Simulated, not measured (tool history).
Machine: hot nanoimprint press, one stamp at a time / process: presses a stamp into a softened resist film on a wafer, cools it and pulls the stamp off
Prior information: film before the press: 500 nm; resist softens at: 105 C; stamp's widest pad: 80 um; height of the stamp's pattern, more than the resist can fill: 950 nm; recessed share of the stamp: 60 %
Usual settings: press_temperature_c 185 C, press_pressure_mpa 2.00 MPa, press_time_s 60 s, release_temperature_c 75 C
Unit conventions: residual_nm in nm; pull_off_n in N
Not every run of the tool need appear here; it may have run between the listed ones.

run	hour	press_temperature_c	press_pressure_mpa	press_time_s	release_temperature_c	residual_nm	pull_off_n
1	0.0	185	2.00	60	75	270.7	210
2	71.0	185	2.00	60	75	273.2	218
3	155.5	185	2.00	60	75	274.9	225
# hour 169.0: plate thermocouple calibrated
4	222.3	185	2.00	60	75	280.4	237
# hour 281.7: stamp cleaned and given a new release coat
5	285.7	185	2.00	60	75	279.1	181
6	335.2	185	2.00	60	75	280.3	193
7	410.8	185	2.00	60	75	282.5	197
8	473.2	185	2.00	60	75	283.1	204
9	515.3	185	2.00	60	75	284.8	214
# hour 535.4: plate thermocouple calibrated, once more
10	582.8	185	2.00	60	75	267.8	203
11	647.6	185	2.00	60	75	269.4	205
12	701.5	187	1.77	60	75	270.0	222
13	749.5	194	3.18	88	75	144.4	218
14	819.6	194	2.39	45	75	217.5	232
15	871.5	194	2.39	45	75	220.0	231
# hour 899.5: stamp cleaned and given a new release coat
# hour 926.6: press's hydraulic seals changed and the load cell set to zero
16	962.7	194	1.99	45	75	232.5	184
17	1048.2	194	1.99	45	75	238.2	199
18	1107.9	194	1.99	45	75	235.4	199
# hour 1145.6: plate thermocouple calibrated
19	1159.4	185	1.38	60	77	305.8	191
20	1200.0	185	2.00	60	74	267.9	207
21	1245.4	185	2.00	60	74	269.6	218
22	1303.4	185	2.00	46	75	292.4	214

Consider 5 possible next runs. They are alternatives, not a sequence: every one starts from the tool as it was left by run 22. What does each give?
A	1371.6	182	1.99	60	60	?	?
B	1371.6	183	2.22	46	75	?	?
C	1371.6	194	2.00	52	63	?	?
D	1371.6	177	2.10	46	75	?	?
E	1371.6	185	1.93	87	71	?	?

run	residual_nm	pull_off_n
A	294.6	304
B	298.8	219
C	218.3	294
D	355.7	221
E	240.6	251
Without the tool's unlogged condition, the same runs would have read:
run	residual_nm	pull_off_n
A	290.0	243
B	294.2	175
C	214.7	235
D	351.1	176
E	236.4	200
